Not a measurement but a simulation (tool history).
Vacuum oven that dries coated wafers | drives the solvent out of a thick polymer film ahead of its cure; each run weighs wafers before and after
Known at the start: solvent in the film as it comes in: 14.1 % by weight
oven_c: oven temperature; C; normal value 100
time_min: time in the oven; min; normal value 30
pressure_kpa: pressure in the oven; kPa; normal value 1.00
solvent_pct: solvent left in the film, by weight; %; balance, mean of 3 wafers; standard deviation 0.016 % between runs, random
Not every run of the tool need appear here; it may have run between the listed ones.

run	hour	oven_c	time_min	pressure_kpa	solvent_pct
1	0.0	100	30	1.00	1.54
2	47.6	100	30	1.00	1.52
3	73.7	101	30	1.00	1.38
4	126.8	101	30	1.00	1.38
5	165.9	101	30	1.00	1.35
6	206.6	101	30	1.00	1.35
7	235.8	101	30	1.00	1.33
8	267.0	100	30	1.00	1.50
# hour 272.0: oven's thermocouples calibrated
9	293.0	100	30	1.00	1.38
10	316.9	100	30	1.00	1.37
11	340.3	100	30	1.00	1.37
12	362.5	100	30	1.00	1.34
# hour 409.1: oven's thermocouples calibrated, once more
13	410.5	100	30	1.00	1.75
14	433.5	100	30	1.00	1.75
15	474.0	100	30	1.00	1.73
16	498.3	100	30	1.00	1.71
17	543.4	100	30	1.00	1.71
18	575.5	100	20	2.48	3.83
19	612.6	100	28	1.00	1.90
20	652.4	97	21	1.63	3.86
21	703.5	87	17	3.18	8.42
22	734.7	87	17	3.18	8.46
23	768.6	92	30	2.86	4.94
24	790.1	100	18	1.54	3.55
25	827.3	94	33	1.54	3.04
26	878.2	97	36	1.53	2.15
27	904.6	97	30	1.36	2.51
28	957.7	97	30	1.36	2.44
29	992.5	115	33	1.91	0.88
30	1036.4	98	30	1.00	1.98

Consider 5 possible next runs. They are alternatives, not a sequence: every one starts from the tool as it was left by run 30. What does each give?
A	1072.7	101	30	1.00	?
B	1072.7	98	30	2.11	?
C	1072.7	93	29	1.58	?
D	1072.7	100	30	3.93	?
E	1072.7	100	21	1.43	?

run	solvent_pct
A	1.49
B	2.76
C	3.64
D	3.57
E	2.88
Without the tool's hidden state the same runs would have given:
run	solvent_pct
A	1.59
B	2.92
C	3.86
D	3.74
E	3.08
